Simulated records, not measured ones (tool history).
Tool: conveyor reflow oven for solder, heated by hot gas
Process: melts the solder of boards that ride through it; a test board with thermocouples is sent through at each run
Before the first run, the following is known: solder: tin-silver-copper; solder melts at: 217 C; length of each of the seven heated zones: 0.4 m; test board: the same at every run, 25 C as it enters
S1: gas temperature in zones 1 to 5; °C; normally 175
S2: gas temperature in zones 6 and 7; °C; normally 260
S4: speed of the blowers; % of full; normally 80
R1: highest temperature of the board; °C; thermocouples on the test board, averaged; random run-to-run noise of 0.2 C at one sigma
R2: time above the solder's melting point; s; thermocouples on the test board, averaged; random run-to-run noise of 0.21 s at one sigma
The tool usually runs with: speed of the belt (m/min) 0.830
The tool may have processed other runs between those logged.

Run 1, hour 0.0: usual settings. Result: R1 242.7 °C, R2 36.9 s.
Run 2, hour 5.0: usual settings. Result: R1 243.2 °C, R2 36.9 s.
Run 3, hour 11.4: usual settings. Result: R1 243.0 °C, R2 37.2 s.
Run 4, hour 23.4: usual settings but S1 165 °C. Result: R1 241.0 °C, R2 33.0 s.
Run 5, hour 35.3: usual settings but S1 165 °C. Result: R1 240.7 °C, R2 32.8 s.
Run 6, hour 45.0: usual settings but S1 165 °C. Result: R1 240.8 °C, R2 32.9 s.
Run 7, hour 55.8: usual settings but S1 188 °C. Result: R1 245.3 °C, R2 43.1 s.
Run 8, hour 61.1: usual settings but S1 188 °C. Result: R1 245.5 °C, R2 42.8 s.
Run 9, hour 66.3: usual settings but speed of the belt (m/min) 0.844. Result: R1 242.2 °C, R2 35.9 s.
Run 10, hour 73.2: usual settings but speed of the belt (m/min) 0.844. Result: R1 242.1 °C, R2 35.5 s.
Run 11, hour 85.0: usual settings but speed of the belt (m/min) 0.844. Result: R1 242.1 °C, R2 35.8 s.
Run 12, hour 97.2: usual settings but speed of the belt (m/min) 0.844. Result: R1 242.1 °C, R2 35.5 s.
Run 13, hour 105.5: usual settings but S4 50 % of full. Result: R1 230.7 °C, R2 22.6 s.
Run 14, hour 117.6: usual settings but S4 50 % of full. Result: R1 230.8 °C, R2 22.3 s.
Run 15, hour 127.3: usual settings but speed of the belt (m/min) 0.868, S4 50 % of full. Result: R1 228.6 °C, R2 18.4 s.
Run 16, hour 136.7: usual settings but speed of the belt (m/min) 0.863. Result: R1 240.9 °C, R2 33.8 s.
Run 17, hour 146.8: usual settings but S1 190 °C, S2 249 °C, speed of the belt (m/min) 0.758, S4 88 % of full. Result: R1 239.6 °C, R2 45.9 s.
Run 18, hour 157.9: usual settings but S2 270 °C. Result: R1 250.6 °C, R2 42.5 s.
Run 19, hour 168.6: usual settings but S1 174 °C, S4 88 % of full. Result: R1 244.1 °C, R2 38.3 s.
Run 20, hour 175.7: usual settings but S1 181 °C, S2 274 °C, speed of the belt (m/min) 0.821, S4 60 % of full. Result: R1 248.0 °C, R2 41.5 s.
Run 21, hour 182.7: usual settings but S1 168 °C, speed of the belt (m/min) 0.892. Result: R1 238.2 °C, R2 28.6 s.
Run 22, hour 192.7: usual settings but S1 168 °C, S2 271 °C, speed of the belt (m/min) 0.842. Result: R1 248.7 °C, R2 38.3 s.
Run 23, hour 200.7: usual settings but S1 179 °C, S2 271 °C, speed of the belt (m/min) 0.842. Result: R1 251.3 °C, R2 42.9 s.
Run 24, hour 209.0: usual settings but S1 179 °C, S2 271 °C, speed of the belt (m/min) 0.842. Result: R1 251.0 °C, R2 43.1 s.
Run 25, hour 220.7: usual settings but S1 179 °C, S2 254 °C, speed of the belt (m/min) 0.842, S4 58 % of full. Result: R1 230.6 °C, R2 23.7 s.
Run 26, hour 227.6: usual settings but S1 179 °C, S2 254 °C, speed of the belt (m/min) 0.842, S4 58 % of full. Result: R1 230.3 °C, R2 23.9 s.
Run 27, hour 238.6: usual settings but S1 179 °C, S2 254 °C, speed of the belt (m/min) 0.842, S4 58 % of full. Result: R1 230.6 °C, R2 23.3 s.
Run 28, hour 250.7: usual settings but S1 189 °C, S2 254 °C, speed of the belt (m/min) 0.842, S4 58 % of full. Result: R1 233.2 °C, R2 29.8 s.
Run 29, hour 262.1: usual settings but S1 189 °C, S2 254 °C, speed of the belt (m/min) 0.901, S4 54 % of full. Result: R1 228.9 °C, R2 21.4 s.
Run 30, hour 273.0: usual settings but S1 182 °C, S2 261 °C, speed of the belt (m/min) 0.707, S4 58 % of full. Result: R1 242.7 °C, R2 45.4 s.
Run 31, hour 282.3: usual settings but S1 182 °C, S2 261 °C, speed of the belt (m/min) 0.707, S4 58 % of full. Result: R1 242.5 °C, R2 45.0 s.
Run 32, hour 291.5: usual settings but S1 182 °C, S2 261 °C, speed of the belt (m/min) 0.966, S4 51 % of full. Result: R1 226.6 °C, R2 14.5 s.

Measured result minus the same run's result without the hidden state. Both carry the same run-to-run variation, though not necessarily the same gauge scatter:
Hidden state present: heat that the gas passes to the board, % of a clean oven's; belt's true speed, % of the reading; true gas temperature in zones 6 and 7 over the reading, C; drift of the gauge itself on peak_c, C; drift of the gauge itself on liquid_s, %.
run    R1    R2
  1  -1.1  -1.0
  2  -1.1  -1.0
  3  -1.2  -1.1
  4  -1.4  -1.3
  5  -1.4  -1.4
  6  -1.5  -1.4
  7  -1.2  -1.0
  8  -1.2  -1.0
  9  -1.5  -1.3
 10  -1.5  -1.4
 11  -1.5  -1.5
 12  -1.5  -1.4
 13  -1.2  -1.7
 14  -1.3  -1.7
 15  -1.5  -1.9
 16  -1.8  -1.6
 17  -1.0  -1.2
 18  -2.0  -1.3
 19  -1.9  -1.7
 20  -1.8  -1.3
 21  -2.3  -2.2
 22  -2.3  -1.6
 23  -2.1  -1.3
 24  -2.2  -1.3
 25  -1.7  -2.5
 26  -1.7  -2.5
 27  -1.7  -2.6
 28  -1.6  -2.3
 29  -1.7  -2.7
 30  -1.5  -1.5
 31  -1.5  -1.6
 32  -2.2  -3.0
